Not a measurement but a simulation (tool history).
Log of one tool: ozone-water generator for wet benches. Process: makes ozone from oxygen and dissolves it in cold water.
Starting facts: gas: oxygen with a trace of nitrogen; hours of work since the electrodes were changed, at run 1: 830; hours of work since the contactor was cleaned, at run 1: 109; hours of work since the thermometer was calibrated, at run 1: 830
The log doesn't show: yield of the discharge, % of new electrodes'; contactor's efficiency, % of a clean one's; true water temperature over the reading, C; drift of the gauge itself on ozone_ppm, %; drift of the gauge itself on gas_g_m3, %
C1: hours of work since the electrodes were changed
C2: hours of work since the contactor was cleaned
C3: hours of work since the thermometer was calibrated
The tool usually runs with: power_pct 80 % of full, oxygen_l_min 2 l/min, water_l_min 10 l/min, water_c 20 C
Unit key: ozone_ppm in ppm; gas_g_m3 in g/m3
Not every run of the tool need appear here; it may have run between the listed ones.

run 1 day=0 | power_pct=80 oxygen_l_min=2 water_l_min=10 water_c=20 | C1=830 C2=109 C3=830 | ozone_ppm=25.7 gas_g_m3=281.3
run 2 day=5.392 | power_pct=80 oxygen_l_min=2 water_l_min=10 water_c=20 | C1=958 C2=237 C3=958 | ozone_ppm=26 gas_g_m3=282.5
run 3 day=10.05 | power_pct=80 oxygen_l_min=2 water_l_min=10 water_c=20 | C1=1069 C2=348 C3=1069 | ozone_ppm=25.5 gas_g_m3=282.3
run 4 day=13.492 | power_pct=80 oxygen_l_min=2 water_l_min=10 water_c=20 | C1=1151 C2=429 C3=1151 | ozone_ppm=25.1 gas_g_m3=283.6
run 5 day=17.675 | power_pct=80 oxygen_l_min=2 water_l_min=10 water_c=20 | C1=1250 C2=529 C3=1250 | ozone_ppm=25.7 gas_g_m3=281.2
run 6 day=21.883 | power_pct=80 oxygen_l_min=2 water_l_min=10 water_c=20 | C1=1350 C2=629 C3=1350 | ozone_ppm=25.2 gas_g_m3=281.1
run 7 day=26.4 | power_pct=80 oxygen_l_min=2 water_l_min=10 water_c=20 | C1=1458 C2=736 C3=1458 | ozone_ppm=25.5 gas_g_m3=281
run 8 day=31.512 | power_pct=80 oxygen_l_min=2 water_l_min=10 water_c=20 | C1=1579 C2=858 C3=1579 | ozone_ppm=25.1 gas_g_m3=279.2
run 9 day=34.838 | power_pct=80 oxygen_l_min=2 water_l_min=8 water_c=20 | C1=1658 C2=937 C3=1658 | ozone_ppm=29.8 gas_g_m3=280.6
run 10 day=41.258 | power_pct=80 oxygen_l_min=2.99 water_l_min=8 water_c=20 | C1=1811 C2=1090 C3=1811 | ozone_ppm=28.8 gas_g_m3=216.5
run 11 day=47.704 | power_pct=80 oxygen_l_min=1.73 water_l_min=10 water_c=20 | C1=1964 C2=1243 C3=1964 | ozone_ppm=25.2 gas_g_m3=305.1
run 12 day=53.562 | power_pct=80 oxygen_l_min=1.09 water_l_min=10 water_c=20 | C1=2104 C2=1382 C3=2104 | ozone_ppm=24.8 gas_g_m3=406.8
run 13 day=56.688 | power_pct=80 oxygen_l_min=1.09 water_l_min=10 water_c=20 | C1=2178 C2=1457 C3=2178 | ozone_ppm=24.3 gas_g_m3=407
run 14 day=62.212 | power_pct=80 oxygen_l_min=2 water_l_min=10 water_c=27 | C1=2309 C2=1588 C3=2309 | ozone_ppm=22.7 gas_g_m3=277.8
-- day=62.933 contactor cleaned
run 15 day=67.054 | power_pct=80 oxygen_l_min=2 water_l_min=10 water_c=27 | C1=2420 C2=98 C3=2420 | ozone_ppm=22.8 gas_g_m3=277.2
run 16 day=73.471 | power_pct=80 oxygen_l_min=2 water_l_min=10 water_c=20 | C1=2573 C2=251 C3=2573 | ozone_ppm=24.5 gas_g_m3=275.8
run 17 day=76.625 | power_pct=80 oxygen_l_min=2 water_l_min=10 water_c=20 | C1=2648 C2=326 C3=2648 | ozone_ppm=24.5 gas_g_m3=277.4
-- day=78.521 contactor cleaned, once more
run 18 day=81.804 | power_pct=45 oxygen_l_min=2.14 water_l_min=10 water_c=22 | C1=2767 C2=78 C3=2767 | ozone_ppm=14.4 gas_g_m3=157.4
run 19 day=88.592 | power_pct=45 oxygen_l_min=2.14 water_l_min=10 water_c=22 | C1=2929 C2=240 C3=2929 | ozone_ppm=14.5 gas_g_m3=157.4
run 20 day=94.396 | power_pct=45 oxygen_l_min=2.14 water_l_min=10 water_c=22 | C1=3067 C2=378 C3=3067 | ozone_ppm=14.5 gas_g_m3=157
run 21 day=99.671 | power_pct=50 oxygen_l_min=2.24 water_l_min=14 water_c=22 | C1=3192 C2=503 C3=3192 | ozone_ppm=11.9 gas_g_m3=167.9
run 22 day=106.221 | power_pct=50 oxygen_l_min=2.24 water_l_min=14 water_c=22 | C1=3348 C2=659 C3=3348 | ozone_ppm=11.8 gas_g_m3=167.6
run 23 day=109.912 | power_pct=41 oxygen_l_min=2.24 water_l_min=14 water_c=22 | C1=3436 C2=747 C3=3436 | ozone_ppm=9.9 gas_g_m3=139.5
run 24 day=114.875 | power_pct=96 oxygen_l_min=3.43 water_l_min=14 water_c=18 | C1=3554 C2=865 C3=3554 | ozone_ppm=22.2 gas_g_m3=227
run 25 day=119.658 | power_pct=84 oxygen_l_min=2.23 water_l_min=10 water_c=20 | C1=3668 C2=978 C3=3668 | ozone_ppm=25.9 gas_g_m3=266
run 26 day=123.296 | power_pct=71 oxygen_l_min=2.23 water_l_min=12 water_c=27 | C1=3754 C2=1065 C3=3754 | ozone_ppm=17.4 gas_g_m3=228
run 27 day=128.738 | power_pct=83 oxygen_l_min=1.08 water_l_min=16 water_c=24 | C1=3883 C2=1194 C3=3883 | ozone_ppm=15.1 gas_g_m3=411.6
run 28 day=133.121 | power_pct=83 oxygen_l_min=1.08 water_l_min=16 water_c=24 | C1=3988 C2=1299 C3=3988 | ozone_ppm=14.9 gas_g_m3=410
run 29 day=138.742 | power_pct=80 oxygen_l_min=2.33 water_l_min=6 water_c=18 | C1=4121 C2=1432 C3=4121 | ozone_ppm=35.7 gas_g_m3=244.7
run 30 day=141.85 | power_pct=47 oxygen_l_min=2 water_l_min=10 water_c=14 | C1=4195 C2=1506 C3=4195 | ozone_ppm=16.3 gas_g_m3=167
run 31 day=146.229 | power_pct=47 oxygen_l_min=2 water_l_min=10 water_c=14 | C1=4299 C2=1610 C3=4299 | ozone_ppm=16.2 gas_g_m3=169.1
run 32 day=150.829 | power_pct=57 oxygen_l_min=2 water_l_min=10 water_c=20 | C1=4409 C2=1720 C3=4409 | ozone_ppm=18 gas_g_m3=198.1
run 33 day=157.575 | power_pct=57 oxygen_l_min=2 water_l_min=10 water_c=20 | C1=4569 C2=1880 C3=4569 | ozone_ppm=18 gas_g_m3=199.6

Some steps in ozone_ppm between neighbouring runs. How much of each would the tool show without its hidden state too (settings, what came in, random variation), and how much is left for the hidden state, with any gauge scatter that isn't in both results?
Run 23 -> 24: power_pct 41 -> 96, oxygen_l_min 2.24 -> 3.43, water_c 22 -> 18. ozone_ppm +12.3 ppm: hidden state -1.3, all else +13.6.
Run 28 -> 29: power_pct 83 -> 80, oxygen_l_min 1.08 -> 2.33, water_l_min 16 -> 6, water_c 24 -> 18. ozone_ppm +20.8 ppm: hidden state -1.5, all else +22.3.
Run 29 -> 30: power_pct 80 -> 47, oxygen_l_min 2.33 -> 2, water_l_min 6 -> 10, water_c 18 -> 14. ozone_ppm -19.4 ppm: hidden state +1.7, all else -21.1.
